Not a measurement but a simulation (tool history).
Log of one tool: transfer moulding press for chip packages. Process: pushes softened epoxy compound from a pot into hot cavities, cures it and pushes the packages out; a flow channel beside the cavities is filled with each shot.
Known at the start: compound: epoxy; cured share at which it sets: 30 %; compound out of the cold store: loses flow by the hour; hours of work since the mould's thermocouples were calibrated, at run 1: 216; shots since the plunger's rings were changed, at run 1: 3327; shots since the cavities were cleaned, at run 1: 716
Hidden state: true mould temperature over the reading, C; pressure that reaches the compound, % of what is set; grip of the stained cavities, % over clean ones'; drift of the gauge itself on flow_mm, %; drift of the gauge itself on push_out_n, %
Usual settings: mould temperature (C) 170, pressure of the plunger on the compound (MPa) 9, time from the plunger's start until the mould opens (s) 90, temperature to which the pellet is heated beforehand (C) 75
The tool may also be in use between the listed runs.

run	hour	mould temperature (C)	pressure of the plunger on the compound (MPa)	time from the plunger's start until the mould opens (s)	temperature to which the pellet is heated beforehand (C)	hours of work since the mould's thermocouples were calibrated	shots since the plunger's rings were changed	shots since the cavities were cleaned	incoming compound's hours out of the cold store	length that the compound runs in the flow channel (mm)	greatest force on the pins that push the packages out (N)
1	0	170	9	90	75	216	3327	716	21.6	740	655
2	6.6	170	9	90	75	219	3388	777	35.4	671	623
3	13.4	170	9	90	75	222	3450	839	21.2	743	650
4	23.5	170	9	90	75	227	3543	932	42.2	634	643
5	31.4	171	9	90	75	231	3615	1004	30.8	685	634
# hour 37.4: cavities cleaned with cleaning compound and waxed
6	43.7	170	7.66	90	75	236	3714	58	16.7	700	382
7	51.3	170	7.66	90	75	240	3784	128	29.7	643	421
8	59.8	170	7.66	90	75	244	3862	206	19.7	686	444
9	68.7	170	7.66	90	75	248	3944	288	8.4	748	486
10	76.1	170	7.66	90	75	252	4012	356	45.3	571	497
11	87.4	170	7.66	90	75	257	4116	460	37.6	603	527
12	93.8	170	7.66	90	75	260	4175	519	37.2	606	559
13	100.4	175	9	90	75	264	4235	579	45.2	612	492
14	112	175	9	90	75	269	4342	686	16.8	744	520
15	118.7	175	9	90	75	272	4403	747	14.6	759	570
# hour 121.7: mould's thermocouples calibrated
16	133.1	175	9	90	75	6	4517	861	31.1	675	557
17	143.8	170	10.68	90	72	11	4615	959	39.8	698	642
18	149.5	170	10.68	90	72	13	4668	1012	42.1	685	641
# hour 154.5: cavities cleaned with cleaning compound and waxed
19	160.2	170	10.68	110	72	18	4753	53	16	824	327
20	170.7	170	9	82	83	23	4849	149	27.4	696	500
21	179.8	170	8.97	98	69	27	4933	233	18	748	436
22	190.4	176	6.89	93	72	33	5030	330	12.4	670	424
# hour 194.6: mould's thermocouples calibrated, once more
23	202.9	176	6.89	93	72	4	5127	427	25.5	608	443
24	214.5	176	6.89	93	72	10	5233	533	16.6	647	503
25	221.1	174	9	90	75	13	5294	594	24.7	704	523
26	228.5	170	7.55	74	83	16	5361	661	26.6	641	844
27	240.8	177	7.97	74	83	22	5475	775	28.1	641	615

Run 28 comes next. What will it give?
28	246.8	178	9	90	75	25	5530	830	25	?	?

{"run 28": {"length that the compound runs in the flow channel (mm)": 694, "greatest force on the pins that push the packages out (N)": 550}}
Without the tool's hidden state the same run would have given length that the compound runs in the flow channel (mm) 730, greatest force on the pins that push the packages out (N) 296.
